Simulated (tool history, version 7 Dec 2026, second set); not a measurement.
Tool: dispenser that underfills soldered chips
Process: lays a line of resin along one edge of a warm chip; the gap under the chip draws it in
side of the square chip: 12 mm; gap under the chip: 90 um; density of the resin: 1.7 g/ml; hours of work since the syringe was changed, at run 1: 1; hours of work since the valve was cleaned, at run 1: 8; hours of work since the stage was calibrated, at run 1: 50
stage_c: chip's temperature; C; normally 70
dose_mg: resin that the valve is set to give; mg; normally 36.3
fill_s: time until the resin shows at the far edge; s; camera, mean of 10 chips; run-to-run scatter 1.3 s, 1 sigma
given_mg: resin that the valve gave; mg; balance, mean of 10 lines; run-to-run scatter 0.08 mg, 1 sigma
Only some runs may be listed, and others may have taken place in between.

| run | day | stage_c | dose_mg | hours of work since the syringe was changed | hours of work since the valve was cleaned | hours of work since the stage was calibrated | fill_s | given_mg |
|---|---|---|---|---|---|---|---|---|
| 1 | 0.000 | 70 | 36.3 | 1 | 8 | 50 | 142.2 | 36.33 |
| 2 | 0.208 | 70 | 36.3 | 4 | 12 | 53 | 189.0 | 36.11 |
| 3 | 0.400 | 70 | 36.3 | 7 | 15 | 56 | 240.2 | 36.19 |
|  | 0.592 | new syringe of resin |
| 4 | 0.658 | 70 | 36.3 | 1 | 18 | 60 | 139.2 | 36.01 |
| 5 | 0.842 | 70 | 40.1 | 4 | 21 | 62 | 179.4 | 39.96 |
| 6 | 1.042 | 70 | 40.1 | 7 | 24 | 65 | 232.6 | 39.51 |
|  | 1.246 | new syringe of resin |
| 7 | 1.338 | 70 | 40.1 | 1 | 28 | 70 | 144.4 | 39.74 |
| 8 | 1.617 | 70 | 40.1 | 6 | 33 | 74 | 211.9 | 39.66 |
| 9 | 1.775 | 70 | 40.1 | 8 | 35 | 76 | 262.5 | 39.51 |
|  | 1.908 | new syringe of resin |
| 10 | 2.112 | 70 | 40.1 | 3 | 40 | 81 | 167.7 | 39.42 |
| 11 | 2.471 | 70 | 40.1 | 9 | 45 | 87 | 267.1 | 39.49 |
|  | 2.567 | new syringe of resin |
| 12 | 2.817 | 70 | 40.1 | 4 | 50 | 92 | 176.4 | 39.46 |
| 13 | 2.975 | 70 | 40.1 | 6 | 53 | 94 | 219.2 | 39.13 |
| 14 | 3.183 | 70 | 40.1 | 9 | 56 | 97 | 293.7 | 39.23 |
|  | 3.250 | new syringe of resin |
|  | 3.421 | dispensing valve cleaned and set on the balance |
| 15 | 3.442 | 70 | 40.1 | 2 | 0 | 100 | 153.3 | 40.11 |
| 16 | 3.767 | 59 | 39.8 | 7 | 5 | 105 | 414.5 | 39.53 |
| 17 | 3.912 | 55 | 44.9 | 9 | 7 | 108 | 605.6 | 44.41 |
|  | 3.958 | new syringe of resin |
| 18 | 4.238 | 84 | 36.7 | 4 | 12 | 112 | 97.8 | 36.33 |
| 19 | 4.438 | 58 | 38.6 | 7 | 15 | 115 | 423.2 | 38.22 |
|  | 4.617 | new syringe of resin |
| 20 | 4.762 | 70 | 41.6 | 2 | 20 | 120 | 147.1 | 41.13 |
| 21 | 4.996 | 70 | 35.5 | 6 | 23 | 124 | 200.4 | 34.96 |
| 22 | 5.225 | 76 | 44.1 | 9 | 27 | 127 | 210.3 | 43.37 |
|  | 5.288 | new syringe of resin |
| 23 | 5.446 | 67 | 35.1 | 2 | 30 | 130 | 181.8 | 34.58 |
| 24 | 5.708 | 78 | 38.0 | 6 | 34 | 134 | 152.9 | 37.33 |
|  | 5.954 | new syringe of resin |
| 25 | 6.025 | 61 | 31.9 | 1 | 39 | 139 | 226.6 | 31.29 |
| 26 | 6.250 | 67 | 36.3 | 4 | 42 | 142 | 222.2 | 35.53 |
| 27 | 6.454 | 67 | 36.3 | 8 | 45 | 145 | 290.6 | 35.61 |
|  | 6.625 | new syringe of resin |
| 28 | 6.633 | 67 | 36.3 | 0 | 48 | 148 | 146.7 | 35.28 |
| 29 | 6.988 | 85 | 45.2 | 5 | 53 | 153 | 104.4 | 44.00 |

4 options for the next run, each taken on its own from the tool as it stands now. Forecast them:
| A | 7.250 | 85 | 38.3 | 9 | 57 | 157 | ? | ? |
| B | 7.250 | 71 | 45.2 | 9 | 57 | 157 | ? | ? |
| C | 7.250 | 70 | 38.4 | 9 | 57 | 157 | ? | ? |
| D | 7.250 | 67 | 32.8 | 9 | 57 | 157 | ? | ? |

| run | fill_s | given_mg |
|---|---|---|
| A | 150.3 | 37.23 |
| B | 274.9 | 44.06 |
| C | 289.9 | 37.21 |
| D | 339.5 | 31.92 |
Had the tool no hidden state, the same runs would have come out as:
| run | fill_s | given_mg |
|---|---|---|
| A | 66.7 | 38.28 |
| B | 122.2 | 45.30 |
| C | 128.9 | 38.26 |
| D | 150.3 | 32.82 |
